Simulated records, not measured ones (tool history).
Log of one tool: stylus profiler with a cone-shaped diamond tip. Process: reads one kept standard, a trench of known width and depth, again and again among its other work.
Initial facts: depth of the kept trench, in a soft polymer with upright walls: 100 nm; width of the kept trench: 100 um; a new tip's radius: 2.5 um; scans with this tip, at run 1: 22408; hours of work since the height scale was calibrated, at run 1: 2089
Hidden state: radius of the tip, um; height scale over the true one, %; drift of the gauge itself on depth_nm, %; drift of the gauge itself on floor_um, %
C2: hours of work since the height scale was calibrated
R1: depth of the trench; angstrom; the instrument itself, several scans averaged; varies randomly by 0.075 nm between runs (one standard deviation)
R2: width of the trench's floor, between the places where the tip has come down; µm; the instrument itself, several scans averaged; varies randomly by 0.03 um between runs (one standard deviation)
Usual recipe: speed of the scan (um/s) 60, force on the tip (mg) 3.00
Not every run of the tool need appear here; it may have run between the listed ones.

Run 1, hour 0.0: usual settings; scans with this tip 22408; C2 2089. Result: R1 1025.1 angstrom, R2 97.84 µm.
Run 2, hour 77.8: usual settings; scans with this tip 22820; C2 2127. Result: R1 1024.2 angstrom, R2 97.88 µm.
Run 3, hour 139.7: usual settings but speed of the scan (um/s) 115; scans with this tip 23148; C2 2158. Result: R1 1025.0 angstrom, R2 97.82 µm.
Run 4, hour 288.2: usual settings but speed of the scan (um/s) 115; scans with this tip 23935; C2 2231. Result: R1 1025.5 angstrom, R2 97.78 µm.
Run 5, hour 365.9: usual settings but force on the tip (mg) 1.00; scans with this tip 24347; C2 2270. Result: R1 1019.5 angstrom, R2 97.78 µm.
At hour 405.6: height scale calibrated on a step standard.
Run 6, hour 470.0: usual settings but force on the tip (mg) 1.00; scans with this tip 24896; C2 32. Result: R1 1006.5 angstrom, R2 97.76 µm.
Run 7, hour 580.2: usual settings; scans with this tip 25480; C2 86. Result: R1 1013.3 angstrom, R2 97.86 µm.
Run 8, hour 666.7: usual settings; scans with this tip 25939; C2 129. Result: R1 1014.1 angstrom, R2 97.83 µm.
Run 9, hour 769.1: usual settings but force on the tip (mg) 7.36; scans with this tip 26481; C2 180. Result: R1 1025.8 angstrom, R2 97.88 µm.
Run 10, hour 902.7: usual settings but force on the tip (mg) 7.36; scans with this tip 27189; C2 246. Result: R1 1026.6 angstrom, R2 97.83 µm.
Run 11, hour 1033.6: usual settings but force on the tip (mg) 7.36; scans with this tip 27883; C2 310. Result: R1 1026.9 angstrom, R2 97.80 µm.
Run 12, hour 1143.5: usual settings but speed of the scan (um/s) 27; scans with this tip 28466; C2 365. Result: R1 1015.2 angstrom, R2 97.80 µm.
Run 13, hour 1205.5: usual settings but speed of the scan (um/s) 35; scans with this tip 28794; C2 395. Result: R1 1016.5 angstrom, R2 97.80 µm.
Run 14, hour 1343.1: usual settings but speed of the scan (um/s) 35; scans with this tip 29524; C2 463. Result: R1 1016.5 angstrom, R2 97.80 µm.
At hour 1402.6: new tip fitted, height scale calibrated.
Run 15, hour 1470.7: usual settings but speed of the scan (um/s) 35; scans with this tip 361; C2 34. Result: R1 1015.0 angstrom, R2 98.52 µm.
Run 16, hour 1549.9: usual settings but speed of the scan (um/s) 35; scans with this tip 781; C2 73. Result: R1 1015.5 angstrom, R2 98.49 µm.
Run 17, hour 1659.5: usual settings; scans with this tip 1361; C2 127. Result: R1 1015.8 angstrom, R2 98.48 µm.
Run 18, hour 1720.4: usual settings but force on the tip (mg) 7.96; scans with this tip 1684; C2 157. Result: R1 1029.3 angstrom, R2 98.48 µm.
Run 19, hour 1869.8: usual settings but speed of the scan (um/s) 71, force on the tip (mg) 7.96; scans with this tip 2476; C2 231. Result: R1 1028.8 angstrom, R2 98.44 µm.
Run 20, hour 1936.2: usual settings; scans with this tip 2828; C2 264. Result: R1 1016.9 angstrom, R2 98.41 µm.
Run 21, hour 2028.2: usual settings but speed of the scan (um/s) 239; scans with this tip 3316; C2 309. Result: R1 1015.7 angstrom, R2 98.07 µm.
Run 22, hour 2106.5: usual settings; scans with this tip 3731; C2 348. Result: R1 1016.5 angstrom, R2 98.38 µm.
Run 23, hour 2174.9: usual settings; scans with this tip 4093; C2 382. Result: R1 1016.5 angstrom, R2 98.33 µm.
Run 24, hour 2290.4: usual settings; scans with this tip 4705; C2 439. Result: R1 1016.6 angstrom, R2 98.34 µm.
Run 25, hour 2414.7: usual settings; scans with this tip 5364; C2 500. Result: R1 1017.6 angstrom, R2 98.31 µm.
Run 26, hour 2540.8: usual settings but speed of the scan (um/s) 94, force on the tip (mg) 6.08; scans with this tip 6033; C2 562. Result: R1 1027.2 angstrom, R2 98.29 µm.
Run 27, hour 2677.9: usual settings but speed of the scan (um/s) 30, force on the tip (mg) 4.52; scans with this tip 6760; C2 630. Result: R1 1023.4 angstrom, R2 98.36 µm.
Run 28, hour 2808.4: usual settings but speed of the scan (um/s) 30, force on the tip (mg) 4.52; scans with this tip 7451; C2 695. Result: R1 1022.9 angstrom, R2 98.31 µm.
Run 29, hour 2947.7: usual settings but speed of the scan (um/s) 30, force on the tip (mg) 4.52; scans with this tip 8189; C2 763. Result: R1 1023.2 angstrom, R2 98.27 µm.
Run 30, hour 3083.1: usual settings but speed of the scan (um/s) 36, force on the tip (mg) 1.10; scans with this tip 8907; C2 830. Result: R1 1012.5 angstrom, R2 98.23 µm.
Run 31, hour 3206.2: usual settings but speed of the scan (um/s) 24, force on the tip (mg) 1.75; scans with this tip 9560; C2 891. Result: R1 1015.4 angstrom, R2 98.26 µm.
Run 32, hour 3299.0: usual settings but speed of the scan (um/s) 17, force on the tip (mg) 2.14; scans with this tip 10052; C2 937. Result: R1 1015.5 angstrom, R2 98.28 µm.
Run 33, hour 3368.6: usual settings but speed of the scan (um/s) 25, force on the tip (mg) 3.60; scans with this tip 10421; C2 971. Result: R1 1020.5 angstrom, R2 98.23 µm.
Run 34, hour 3486.1: usual settings but speed of the scan (um/s) 108, force on the tip (mg) 2.81; scans with this tip 11043; C2 1029. Result: R1 1019.5 angstrom, R2 98.08 µm.
Run 35, hour 3608.9: usual settings but speed of the scan (um/s) 108, force on the tip (mg) 2.81; scans with this tip 11694; C2 1090. Result: R1 1019.8 angstrom, R2 98.09 µm.
Run 36, hour 3709.1: usual settings but speed of the scan (um/s) 108, force on the tip (mg) 2.81; scans with this tip 12225; C2 1140. Result: R1 1019.8 angstrom, R2 98.04 µm.
Run 37, hour 3820.9: usual settings but speed of the scan (um/s) 31, force on the tip (mg) 5.66; scans with this tip 12818; C2 1195. Result: R1 1027.6 angstrom, R2 98.17 µm.
Run 38, hour 3896.7: usual settings but speed of the scan (um/s) 174, force on the tip (mg) 1.75; scans with this tip 13220; C2 1232. Result: R1 1017.0 angstrom, R2 97.80 µm.
Run 39, hour 3964.0: usual settings but speed of the scan (um/s) 174, force on the tip (mg) 1.75; scans with this tip 13577; C2 1266. Result: R1 1017.1 angstrom, R2 97.81 µm.
Run 40, hour 4096.6: usual settings but speed of the scan (um/s) 32, force on the tip (mg) 4.60; scans with this tip 14279; C2 1331. Result: R1 1024.7 angstrom, R2 98.10 µm.
Run 41, hour 4181.8: usual settings but speed of the scan (um/s) 32, force on the tip (mg) 4.60; scans with this tip 14731; C2 1373. Result: R1 1026.7 angstrom, R2 98.18 µm.
Run 42, hour 4296.9: usual settings but speed of the scan (um/s) 32, force on the tip (mg) 4.60; scans with this tip 15341; C2 1430. Result: R1 1026.9 angstrom, R2 98.09 µm.
Run 43, hour 4414.6: usual settings but speed of the scan (um/s) 37, force on the tip (mg) 4.60; scans with this tip 15965; C2 1488. Result: R1 1028.1 angstrom, R2 98.09 µm.
Run 44, hour 4558.6: usual settings but speed of the scan (um/s) 37, force on the tip (mg) 4.60; scans with this tip 16728; C2 1559. Result: R1 1028.0 angstrom, R2 98.11 µm.
Run 45, hour 4699.2: usual settings but speed of the scan (um/s) 49, force on the tip (mg) 4.20; scans with this tip 17474; C2 1629. Result: R1 1026.1 angstrom, R2 98.03 µm.

What would each run have given without the hidden state, its run-to-run variation left as it was?
run      R1     R2
  1  1014.2  98.43
  2  1013.2  98.48
  3  1013.8  98.43
  4  1013.9  98.41
  5  1007.9  98.41
  6  1006.6  98.40
  7  1013.2  98.51
  8  1013.7  98.49
  9  1025.3  98.56
 10  1025.7  98.53
 11  1025.7  98.50
 12  1013.7  98.52
 13  1014.8  98.53
 14  1014.5  98.54
 15  1014.2  98.54
 16  1014.5  98.53
 17  1014.5  98.53
 18  1027.8  98.55
 19  1026.9  98.54
 20  1014.8  98.51
 21  1013.5  98.18
 22  1014.0  98.51
 23  1013.9  98.47
 24  1013.6  98.49
 25  1014.3  98.48
 26  1023.6  98.48
 27  1019.5  98.58
 28  1018.6  98.55
 29  1018.5  98.52
 30  1007.5  98.50
 31  1010.1  98.54
 32  1010.0  98.58
 33  1014.8  98.54
 34  1013.5  98.41
 35  1013.5  98.43
 36  1013.2  98.40
 37  1020.8  98.54
 38  1010.0  98.18
 39  1010.0  98.20
 40  1017.2  98.51
 41  1018.9  98.59
 42  1018.8  98.52
 43  1019.7  98.54
 44  1019.3  98.58
 45  1017.0  98.51

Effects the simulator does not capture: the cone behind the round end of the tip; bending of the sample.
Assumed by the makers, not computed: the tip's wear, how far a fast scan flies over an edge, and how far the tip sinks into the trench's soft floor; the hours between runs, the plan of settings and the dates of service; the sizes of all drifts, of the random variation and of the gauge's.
